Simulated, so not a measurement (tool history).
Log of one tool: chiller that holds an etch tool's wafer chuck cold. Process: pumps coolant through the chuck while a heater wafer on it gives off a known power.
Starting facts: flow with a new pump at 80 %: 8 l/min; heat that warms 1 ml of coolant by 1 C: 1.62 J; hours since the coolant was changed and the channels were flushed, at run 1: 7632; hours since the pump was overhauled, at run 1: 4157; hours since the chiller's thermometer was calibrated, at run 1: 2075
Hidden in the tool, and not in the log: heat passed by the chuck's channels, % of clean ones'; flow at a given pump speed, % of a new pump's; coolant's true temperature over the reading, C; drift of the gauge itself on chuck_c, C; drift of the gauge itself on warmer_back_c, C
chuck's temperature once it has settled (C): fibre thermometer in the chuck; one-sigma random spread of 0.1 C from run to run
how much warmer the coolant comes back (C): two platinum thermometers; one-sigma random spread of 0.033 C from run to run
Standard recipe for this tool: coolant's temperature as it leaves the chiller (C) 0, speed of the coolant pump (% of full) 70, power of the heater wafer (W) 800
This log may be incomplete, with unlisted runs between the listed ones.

| run | hour | coolant's temperature as it leaves the chiller (C) | speed of the coolant pump (% of full) | power of the heater wafer (W) | hours since the coolant was changed and the channels were flushed | hours since the pump was overhauled | hours since the chiller's thermometer was calibrated | chuck's temperature once it has settled (C) | how much warmer the coolant comes back (C) |
|---|---|---|---|---|---|---|---|---|---|
| 1 | 0.0 | 0 | 70 | 800 | 7632 | 4157 | 2075 | 9.6 | 4.51 |
| 2 | 103.4 | 0 | 70 | 800 | 7735 | 4261 | 2179 | 9.7 | 4.49 |
| 3 | 155.8 | 0 | 70 | 800 | 7787 | 4313 | 2231 | 9.6 | 4.52 |
| 4 | 282.4 | 0 | 70 | 1074 | 7914 | 4440 | 2358 | 13.0 | 6.08 |
| 5 | 379.8 | 8 | 70 | 800 | 8011 | 4537 | 2455 | 17.9 | 4.55 |
| 6 | 441.4 | 8 | 70 | 800 | 8073 | 4599 | 2517 | 17.8 | 4.53 |
|  | 530.1 | coolant changed, channels flushed |
| 7 | 570.3 | 8 | 70 | 800 | 40 | 4722 | 2640 | 17.0 | 4.55 |
| 8 | 661.6 | 8 | 70 | 800 | 131 | 4813 | 2731 | 16.9 | 4.57 |
| 9 | 744.6 | 8 | 70 | 478 | 214 | 4896 | 2814 | 13.4 | 2.74 |
| 10 | 803.1 | 0 | 70 | 729 | 273 | 4954 | 2873 | 8.0 | 4.15 |
| 11 | 880.8 | 0 | 70 | 729 | 351 | 5032 | 2950 | 8.2 | 4.18 |
| 12 | 984.1 | 0 | 70 | 729 | 454 | 5135 | 3054 | 8.2 | 4.19 |
| 13 | 1064.6 | 0 | 70 | 729 | 535 | 5216 | 3134 | 8.3 | 4.11 |
| 14 | 1123.1 | 0 | 70 | 729 | 593 | 5274 | 3193 | 8.3 | 4.17 |
| 15 | 1193.4 | 0 | 70 | 800 | 663 | 5345 | 3263 | 9.1 | 4.61 |
| 16 | 1302.3 | 0 | 70 | 800 | 772 | 5454 | 3372 | 9.1 | 4.55 |
|  | 1312.2 | chiller's thermometer calibrated |
| 17 | 1425.0 | 7 | 70 | 538 | 894 | 5575 | 113 | 13.0 | 3.13 |
| 18 | 1551.3 | 7 | 89 | 625 | 1020 | 5702 | 239 | 12.8 | 2.81 |
| 19 | 1630.1 | 7 | 89 | 625 | 1099 | 5780 | 318 | 12.6 | 2.89 |
| 20 | 1756.9 | 2 | 70 | 741 | 1226 | 5907 | 445 | 10.4 | 4.27 |
| 21 | 1880.7 | 2 | 70 | 741 | 1350 | 6031 | 568 | 10.6 | 4.36 |
| 22 | 2004.6 | 2 | 70 | 741 | 1473 | 6155 | 692 | 10.4 | 4.27 |
| 23 | 2123.9 | -9 | 70 | 800 | 1593 | 6274 | 812 | 0.0 | 4.70 |
| 24 | 2188.3 | -6 | 84 | 1086 | 1657 | 6339 | 876 | 4.7 | 5.30 |
| 25 | 2259.0 | 7 | 66 | 1028 | 1728 | 6409 | 947 | 19.3 | 6.28 |
| 26 | 2385.0 | 7 | 66 | 1028 | 1854 | 6535 | 1073 | 19.4 | 6.39 |
| 27 | 2479.6 | 5 | 74 | 1028 | 1948 | 6630 | 1167 | 16.2 | 5.69 |
| 28 | 2575.1 | 5 | 74 | 1028 | 2044 | 6725 | 1263 | 16.2 | 5.70 |
| 29 | 2642.8 | -5 | 70 | 800 | 2112 | 6793 | 1331 | 4.2 | 4.76 |
| 30 | 2731.0 | 2 | 92 | 874 | 2200 | 6881 | 1419 | 10.0 | 3.89 |
| 31 | 2845.3 | 2 | 92 | 874 | 2314 | 6996 | 1533 | 10.1 | 3.91 |

Predict each of these 4 candidate next runs independently; none follows another, all start after run 31:
| A | 2940.5 | 0 | 73 | 800 | 2409 | 7091 | 1628 | ? | ? |
| B | 2940.5 | 2 | 77 | 874 | 2409 | 7091 | 1628 | ? | ? |
| C | 2940.5 | 2 | 96 | 972 | 2409 | 7091 | 1628 | ? | ? |
| D | 2940.5 | 0 | 70 | 696 | 2409 | 7091 | 1628 | ? | ? |

| run | chuck's temperature once it has settled (C) | how much warmer the coolant comes back (C) |
|---|---|---|
| A | 8.9 | 4.56 |
| B | 11.4 | 4.66 |
| C | 10.7 | 4.25 |
| D | 8.2 | 4.10 |
Without the tool's unlogged condition, the same runs would have read:
| run | chuck's temperature once it has settled (C) | how much warmer the coolant comes back (C) |
|---|---|---|
| A | 7.8 | 4.10 |
| B | 10.3 | 4.18 |
| C | 9.7 | 3.82 |
| D | 7.3 | 3.68 |
